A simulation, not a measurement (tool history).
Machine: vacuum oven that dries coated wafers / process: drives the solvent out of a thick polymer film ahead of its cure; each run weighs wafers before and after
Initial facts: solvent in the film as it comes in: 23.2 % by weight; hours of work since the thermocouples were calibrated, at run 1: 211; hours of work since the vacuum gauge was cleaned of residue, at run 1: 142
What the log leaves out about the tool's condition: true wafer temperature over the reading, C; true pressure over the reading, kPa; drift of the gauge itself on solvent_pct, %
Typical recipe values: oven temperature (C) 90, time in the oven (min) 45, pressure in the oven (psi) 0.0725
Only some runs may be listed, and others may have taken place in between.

run	day	oven temperature (C)	time in the oven (min)	pressure in the oven (psi)	hours of work since the thermocouples were calibrated	hours of work since the vacuum gauge was cleaned of residue	solvent left in the film (%)
1	0	90	45	0.0725	211	142	3.89
2	2.071	100	45	0.0725	235	166	0.9
3	3.433	100	45	0.0725	251	182	1.03
4	4.958	100	45	0.0725	269	200	1.01
5	6.525	100	45	0.0725	287	218	0.97
6	8.133	90	45	0.0725	306	237	3.86
7	9.488	90	45	0.0725	322	253	3.95
8	11.183	90	45	0.0725	342	273	3.95
9	12.333	90	45	0.0725	355	286	3.76
10	13.55	90	45	0.0725	370	300	3.91
11	15.029	90	45	0.0725	387	318	3.82
12	17.033	80	34	0.0732	410	341	10.71
13	18.562	90	31	0.1279	428	359	6.42
# day 18.817: oven's thermocouples calibrated
14	20.496	90	31	0.1279	20	381	6.3
15	22.546	90	43	0.2276	44	405	5.25
16	24.421	90	43	0.2318	66	427	5.28
17	25.421	104	25	0.2841	77	439	2.76
18	27.525	104	25	0.2841	102	463	2.8
# day 28.379: oven's thermocouples calibrated, once more
19	28.892	90	45	0.0786	6	478	4.23
20	30.858	101	24	0.0786	29	501	2.96
21	32.433	96	45	0.2128	48	520	2.84

Predict each of these 4 candidate next runs independently; none follows another, all start after run 21:
A	33.688	90	43	0.0408	62	535	?
B	33.688	81	53	0.1909	62	535	?
C	33.688	90	45	0.073	62	535	?
D	33.688	76	67	0.1785	62	535	?

run	solvent left in the film (%)
A	4.08
B	8.79
C	4.02
D	9.86
The same runs, with their run-to-run variation unchanged, on a tool lacking any hidden condition would have given:
run	solvent left in the film (%)
A	3.97
B	8.66
C	3.9
D	9.7
